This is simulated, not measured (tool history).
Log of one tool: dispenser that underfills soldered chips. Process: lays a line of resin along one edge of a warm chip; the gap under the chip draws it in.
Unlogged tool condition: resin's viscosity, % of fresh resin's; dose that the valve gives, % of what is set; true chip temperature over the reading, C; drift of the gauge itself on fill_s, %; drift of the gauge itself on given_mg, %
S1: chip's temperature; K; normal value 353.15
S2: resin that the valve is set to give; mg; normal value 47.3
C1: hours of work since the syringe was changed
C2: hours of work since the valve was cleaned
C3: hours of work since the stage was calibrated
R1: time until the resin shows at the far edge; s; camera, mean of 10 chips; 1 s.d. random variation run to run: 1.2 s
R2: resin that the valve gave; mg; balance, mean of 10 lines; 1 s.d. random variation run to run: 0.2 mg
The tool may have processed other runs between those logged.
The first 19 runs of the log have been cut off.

{"day": 5.2, "done": "new syringe of resin"}
{"run": 20, "day": 5.292, "S1": 347.15, "S2": 54.6, "C1": 1, "C2": 26, "C3": 243, "R1": 162.2, "R2": 53.68}
{"run": 21, "day": 5.521, "S1": 343.15, "S2": 52.5, "C1": 5, "C2": 30, "C3": 247, "R1": 218.3, "R2": 51.69}
{"run": 22, "day": 5.896, "S1": 358.15, "S2": 41.0, "C1": 11, "C2": 35, "C3": 252, "R1": 165.0, "R2": 39.89}
{"day": 6.012, "done": "new syringe of resin"}
{"run": 23, "day": 6.304, "S1": 358.15, "S2": 41.0, "C1": 4, "C2": 41, "C3": 258, "R1": 134.4, "R2": 39.47}
{"run": 24, "day": 6.504, "S1": 356.15, "S2": 60.7, "C1": 7, "C2": 44, "C3": 261, "R1": 148.2, "R2": 58.7}
{"day": 6.825, "done": "new syringe of resin"}
{"run": 25, "day": 6.938, "S1": 356.15, "S2": 60.7, "C1": 2, "C2": 51, "C3": 268, "R1": 117.4, "R2": 58.27}
{"run": 26, "day": 7.292, "S1": 356.15, "S2": 60.7, "C1": 7, "C2": 56, "C3": 273, "R1": 144.5, "R2": 57.72}
{"run": 27, "day": 7.579, "S1": 359.15, "S2": 43.9, "C1": 11, "C2": 60, "C3": 277, "R1": 162.2, "R2": 41.71}
{"day": 7.629, "done": "new syringe of resin"}
{"run": 28, "day": 7.85, "S1": 359.15, "S2": 43.9, "C1": 3, "C2": 64, "C3": 281, "R1": 119.6, "R2": 41.85}
{"run": 29, "day": 8.117, "S1": 358.15, "S2": 52.2, "C1": 7, "C2": 68, "C3": 285, "R1": 137.9, "R2": 49.27}
{"day": 8.192, "done": "dispensing valve cleaned and set on the balance"}
{"run": 30, "day": 8.404, "S1": 340.15, "S2": 54.5, "C1": 11, "C2": 3, "C3": 289, "R1": 302.9, "R2": 54.54}
{"day": 8.492, "done": "new syringe of resin"}
{"run": 31, "day": 8.592, "S1": 340.15, "S2": 47.2, "C1": 2, "C2": 6, "C3": 292, "R1": 227.8, "R2": 46.94}
{"run": 32, "day": 8.825, "S1": 354.15, "S2": 52.9, "C1": 5, "C2": 9, "C3": 295, "R1": 146.1, "R2": 52.4}
{"run": 33, "day": 9.075, "S1": 340.15, "S2": 59.2, "C1": 9, "C2": 13, "C3": 299, "R1": 284.4, "R2": 58.54}
{"day": 9.296, "done": "new syringe of resin"}
{"run": 34, "day": 9.475, "S1": 340.15, "S2": 59.2, "C1": 3, "C2": 19, "C3": 305, "R1": 223.3, "R2": 58.24}
{"run": 35, "day": 9.75, "S1": 364.15, "S2": 59.2, "C1": 7, "C2": 23, "C3": 309, "R1": 109.9, "R2": 58.03}

Alternative continuations, all from the tool just after run 35; predict every row:
{"run": "A", "day": 9.967, "S1": 359.15, "S2": 53.4, "C1": 10, "C2": 27, "C3": 312, "R1": "?", "R2": "?"}
{"run": "B", "day": 9.967, "S1": 365.15, "S2": 59.9, "C1": 10, "C2": 27, "C3": 312, "R1": "?", "R2": "?"}
{"run": "C", "day": 9.967, "S1": 356.15, "S2": 56.1, "C1": 10, "C2": 27, "C3": 312, "R1": "?", "R2": "?"}

run=A R1=148.2 R2=52.06
run=B R1=120.3 R2=58.53
run=C R1=166.1 R2=54.33
With no hidden state in the tool, these same runs would have given:
run=A R1=94.3 R2=53.23
run=B R1=77.0 R2=59.84
run=C R1=105.8 R2=55.55

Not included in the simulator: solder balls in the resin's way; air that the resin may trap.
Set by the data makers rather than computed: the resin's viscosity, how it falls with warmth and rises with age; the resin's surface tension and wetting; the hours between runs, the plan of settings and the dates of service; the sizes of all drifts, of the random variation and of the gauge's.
